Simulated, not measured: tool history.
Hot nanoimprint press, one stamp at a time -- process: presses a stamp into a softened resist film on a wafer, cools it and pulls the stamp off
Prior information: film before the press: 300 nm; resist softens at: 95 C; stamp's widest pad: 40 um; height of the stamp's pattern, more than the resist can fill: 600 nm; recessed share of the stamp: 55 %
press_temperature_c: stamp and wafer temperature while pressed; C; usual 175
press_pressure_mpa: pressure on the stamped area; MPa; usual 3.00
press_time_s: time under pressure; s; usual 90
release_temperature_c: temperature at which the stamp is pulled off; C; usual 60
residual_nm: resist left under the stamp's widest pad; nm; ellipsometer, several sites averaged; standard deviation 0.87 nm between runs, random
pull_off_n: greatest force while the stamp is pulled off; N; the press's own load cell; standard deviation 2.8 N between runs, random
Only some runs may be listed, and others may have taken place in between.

run,hour,press_temperature_c,press_pressure_mpa,press_time_s,release_temperature_c,residual_nm,pull_off_n
1,0.0,175,3.00,90,60,134.5,131
2,9.6,170,3.00,90,60,164.8,130
3,21.7,175,3.00,83,60,139.8,126
4,31.3,175,3.99,83,60,118.6,131
5,39.9,175,3.00,90,60,134.5,134
6,47.7,175,3.00,153,60,110.0,135
7,59.8,175,3.00,153,60,110.6,137
8,73.2,175,3.00,90,60,133.6,130
9,79.5,165,3.00,90,60,194.4,139
# hour 83.6: plate thermocouple calibrated
10,92.3,165,3.00,90,60,192.2,136
11,104.2,171,3.00,90,60,156.2,144
12,111.0,176,3.00,90,60,127.0,137
13,119.4,176,3.00,90,60,126.2,142
# hour 130.9: plate thermocouple calibrated, once more
14,134.1,176,3.00,90,60,134.3,144
15,144.8,176,3.00,90,60,132.3,149
16,158.3,185,3.00,162,60,75.0,147
17,172.3,185,3.00,162,60,75.6,144
18,181.4,165,3.98,170,68,148.2,133
19,191.2,165,3.98,170,68,147.9,137
20,203.8,184,3.00,90,52,98.4,158
21,211.0,184,3.00,90,52,97.7,170
22,223.5,175,3.00,90,64,139.9,149
23,238.7,175,3.00,58,62,160.0,146
24,245.2,175,3.00,58,62,160.3,150
25,257.6,173,2.45,90,48,164.0,171
26,270.5,173,2.45,90,48,164.4,178
27,277.7,173,2.45,90,48,164.0,174
28,288.1,173,2.45,90,48,162.1,185
29,296.2,173,2.45,90,48,164.6,174
# hour 308.0: stamp cleaned and given a new release coat
30,315.9,173,2.45,90,48,162.9,149

Each row is a separate what-if for the run after 30, all from the same tool condition, not one after another. Results?
A,329.6,186,3.00,81,53,?,?
B,329.6,165,3.00,46,65,?,?
C,329.6,173,2.69,68,48,?,?
D,329.6,184,3.28,90,53,?,?

run,residual_nm,pull_off_n
A,96.0,144
B,233.2,125
C,169.7,154
D,92.7,147
The same runs, with their run-to-run variation unchanged, on a tool lacking any hidden condition would have given:
run,residual_nm,pull_off_n
A,96.5,142
B,234.5,124
C,170.9,152
D,93.2,145
